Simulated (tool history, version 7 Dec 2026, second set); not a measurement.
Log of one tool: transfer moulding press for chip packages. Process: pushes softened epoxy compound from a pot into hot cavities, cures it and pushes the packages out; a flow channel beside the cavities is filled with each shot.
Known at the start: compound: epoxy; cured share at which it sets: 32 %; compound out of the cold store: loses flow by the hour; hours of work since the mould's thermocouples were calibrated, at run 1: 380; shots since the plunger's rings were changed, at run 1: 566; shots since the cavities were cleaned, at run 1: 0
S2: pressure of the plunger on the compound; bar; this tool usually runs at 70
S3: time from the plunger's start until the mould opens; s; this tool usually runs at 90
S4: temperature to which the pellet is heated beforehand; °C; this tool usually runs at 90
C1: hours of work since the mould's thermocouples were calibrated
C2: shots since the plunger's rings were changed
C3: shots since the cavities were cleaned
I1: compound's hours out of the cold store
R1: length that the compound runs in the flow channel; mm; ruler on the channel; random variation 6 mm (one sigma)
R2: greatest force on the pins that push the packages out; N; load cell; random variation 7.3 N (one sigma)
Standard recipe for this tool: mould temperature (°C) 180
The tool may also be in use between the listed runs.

{"run": 1, "hour": 0.0, "mould temperature (°C)": 180, "S2": 70, "S3": 90, "S4": 90, "C1": 380, "C2": 566, "C3": 0, "I1": 17.7, "R1": 866, "R2": 336}
{"run": 2, "hour": 13.6, "mould temperature (°C)": 180, "S2": 70, "S3": 90, "S4": 90, "C1": 389, "C2": 757, "C3": 191, "I1": 42.7, "R1": 814, "R2": 395}
{"run": 3, "hour": 27.7, "mould temperature (°C)": 180, "S2": 70, "S3": 90, "S4": 90, "C1": 399, "C2": 954, "C3": 388, "I1": 8, "R1": 893, "R2": 487}
{"run": 4, "hour": 43.0, "mould temperature (°C)": 180, "S2": 57.1, "S3": 90, "S4": 90, "C1": 409, "C2": 1168, "C3": 602, "I1": 18.3, "R1": 769, "R2": 505}
{"run": 5, "hour": 57.3, "mould temperature (°C)": 180, "S2": 57.1, "S3": 90, "S4": 90, "C1": 419, "C2": 1369, "C3": 803, "I1": 24.5, "R1": 759, "R2": 517}
{"run": 6, "hour": 80.0, "mould temperature (°C)": 180, "S2": 57.1, "S3": 90, "S4": 90, "C1": 435, "C2": 1687, "C3": 1121, "I1": 16.2, "R1": 781, "R2": 551}
{"hour": 85.6, "done": "cavities cleaned with cleaning compound and waxed"}
{"run": 7, "hour": 99.7, "mould temperature (°C)": 180, "S2": 70, "S3": 90, "S4": 90, "C1": 448, "C2": 1943, "C3": 199, "I1": 18.3, "R1": 840, "R2": 562}
{"run": 8, "hour": 110.9, "mould temperature (°C)": 180, "S2": 70, "S3": 90, "S4": 90, "C1": 455, "C2": 2099, "C3": 355, "I1": 33.1, "R1": 803, "R2": 532}
{"run": 9, "hour": 121.1, "mould temperature (°C)": 180, "S2": 70, "S3": 83, "S4": 90, "C1": 462, "C2": 2243, "C3": 499, "I1": 21.7, "R1": 831, "R2": 673}
{"hour": 136.3, "done": "cavities cleaned with cleaning compound and waxed, once more"}
{"run": 10, "hour": 143.3, "mould temperature (°C)": 180, "S2": 70, "S3": 83, "S4": 90, "C1": 477, "C2": 2532, "C3": 98, "I1": 16.8, "R1": 849, "R2": 479}
{"run": 11, "hour": 163.2, "mould temperature (°C)": 180, "S2": 70, "S3": 83, "S4": 90, "C1": 490, "C2": 2812, "C3": 378, "I1": 39.6, "R1": 792, "R2": 545}
{"hour": 179.3, "done": "plunger's sealing rings changed"}
{"run": 12, "hour": 179.9, "mould temperature (°C)": 180, "S2": 70, "S3": 83, "S4": 90, "C1": 500, "C2": 9, "C3": 577, "I1": 35, "R1": 836, "R2": 603}
{"run": 13, "hour": 199.1, "mould temperature (°C)": 180, "S2": 70, "S3": 83, "S4": 90, "C1": 513, "C2": 277, "C3": 845, "I1": 12, "R1": 884, "R2": 654}
{"run": 14, "hour": 213.3, "mould temperature (°C)": 180, "S2": 70, "S3": 83, "S4": 90, "C1": 523, "C2": 476, "C3": 1044, "I1": 15.4, "R1": 881, "R2": 671}
{"hour": 224.8, "done": "cavities cleaned with cleaning compound and waxed"}
{"run": 15, "hour": 234.8, "mould temperature (°C)": 180, "S2": 76.9, "S3": 111, "S4": 95, "C1": 537, "C2": 757, "C3": 141, "I1": 25.9, "R1": 875, "R2": 294}
{"run": 16, "hour": 251.2, "mould temperature (°C)": 180, "S2": 76.9, "S3": 111, "S4": 95, "C1": 548, "C2": 987, "C3": 371, "I1": 11.3, "R1": 915, "R2": 363}
{"run": 17, "hour": 269.0, "mould temperature (°C)": 180, "S2": 66.3, "S3": 93, "S4": 95, "C1": 561, "C2": 1236, "C3": 620, "I1": 9.3, "R1": 850, "R2": 460}
{"run": 18, "hour": 283.7, "mould temperature (°C)": 180, "S2": 66.3, "S3": 83, "S4": 90, "C1": 571, "C2": 1442, "C3": 826, "I1": 14.4, "R1": 833, "R2": 649}
{"run": 19, "hour": 295.5, "mould temperature (°C)": 180, "S2": 66.3, "S3": 83, "S4": 90, "C1": 579, "C2": 1607, "C3": 991, "I1": 8.8, "R1": 836, "R2": 670}
{"hour": 309.9, "done": "cavities cleaned with cleaning compound and waxed"}
{"run": 20, "hour": 315.4, "mould temperature (°C)": 178, "S2": 66.3, "S3": 83, "S4": 95, "C1": 591, "C2": 1865, "C3": 77, "I1": 25.7, "R1": 823, "R2": 527}
{"run": 21, "hour": 336.3, "mould temperature (°C)": 178, "S2": 66.3, "S3": 83, "S4": 96, "C1": 606, "C2": 2158, "C3": 370, "I1": 39.6, "R1": 783, "R2": 629}
{"run": 22, "hour": 359.0, "mould temperature (°C)": 178, "S2": 66.3, "S3": 83, "S4": 99, "C1": 622, "C2": 2477, "C3": 689, "I1": 16, "R1": 826, "R2": 707}
{"run": 23, "hour": 372.0, "mould temperature (°C)": 178, "S2": 66.3, "S3": 83, "S4": 99, "C1": 631, "C2": 2658, "C3": 870, "I1": 45.8, "R1": 770, "R2": 700}
{"run": 24, "hour": 390.8, "mould temperature (°C)": 181, "S2": 52.4, "S3": 84, "S4": 84, "C1": 643, "C2": 2921, "C3": 1133, "I1": 23.3, "R1": 718, "R2": 609}
{"hour": 395.2, "done": "cavities cleaned with cleaning compound and waxed"}
{"hour": 399.4, "done": "plunger's sealing rings changed"}
{"run": 25, "hour": 408.6, "mould temperature (°C)": 174, "S2": 70, "S3": 90, "S4": 91, "C1": 653, "C2": 129, "C3": 153, "I1": 10.9, "R1": 917, "R2": 687}
{"run": 26, "hour": 423.6, "mould temperature (°C)": 184, "S2": 70, "S3": 90, "S4": 91, "C1": 663, "C2": 339, "C3": 363, "I1": 11.9, "R1": 874, "R2": 393}
{"run": 27, "hour": 443.9, "mould temperature (°C)": 180, "S2": 71.6, "S3": 90, "S4": 90, "C1": 677, "C2": 624, "C3": 648, "I1": 14.8, "R1": 888, "R2": 547}
{"run": 28, "hour": 457.0, "mould temperature (°C)": 180, "S2": 71.6, "S3": 90, "S4": 91, "C1": 686, "C2": 808, "C3": 832, "I1": 16.2, "R1": 873, "R2": 530}

5 ways to go on from here, each from the tool as it stands after run 28. What would each give?
{"run": "A", "hour": 472.4, "mould temperature (°C)": 183, "S2": 62.1, "S3": 114, "S4": 91, "C1": 697, "C2": 1023, "C3": 1047, "I1": 32, "R1": "?", "R2": "?"}
{"run": "B", "hour": 472.4, "mould temperature (°C)": 180, "S2": 59.2, "S3": 109, "S4": 89, "C1": 697, "C2": 1023, "C3": 1047, "I1": 27.9, "R1": "?", "R2": "?"}
{"run": "C", "hour": 472.4, "mould temperature (°C)": 180, "S2": 71.6, "S3": 75, "S4": 100, "C1": 697, "C2": 1023, "C3": 1047, "I1": 9.5, "R1": "?", "R2": "?"}
{"run": "D", "hour": 472.4, "mould temperature (°C)": 184, "S2": 70, "S3": 76, "S4": 90, "C1": 697, "C2": 1023, "C3": 1047, "I1": 29.5, "R1": "?", "R2": "?"}
{"run": "E", "hour": 472.4, "mould temperature (°C)": 180, "S2": 54.1, "S3": 90, "S4": 89, "C1": 697, "C2": 1023, "C3": 1047, "I1": 17.8, "R1": "?", "R2": "?"}

run=A R1=776 R2=386
run=B R1=777 R2=400
run=C R1=883 R2=841
run=D R1=821 R2=608
run=E R1=763 R2=586
What these runs would have given with no unlogged condition in the tool:
run=A R1=783 R2=234
run=B R1=783 R2=233
run=C R1=890 R2=449
run=D R1=828 R2=329
run=E R1=769 R2=323

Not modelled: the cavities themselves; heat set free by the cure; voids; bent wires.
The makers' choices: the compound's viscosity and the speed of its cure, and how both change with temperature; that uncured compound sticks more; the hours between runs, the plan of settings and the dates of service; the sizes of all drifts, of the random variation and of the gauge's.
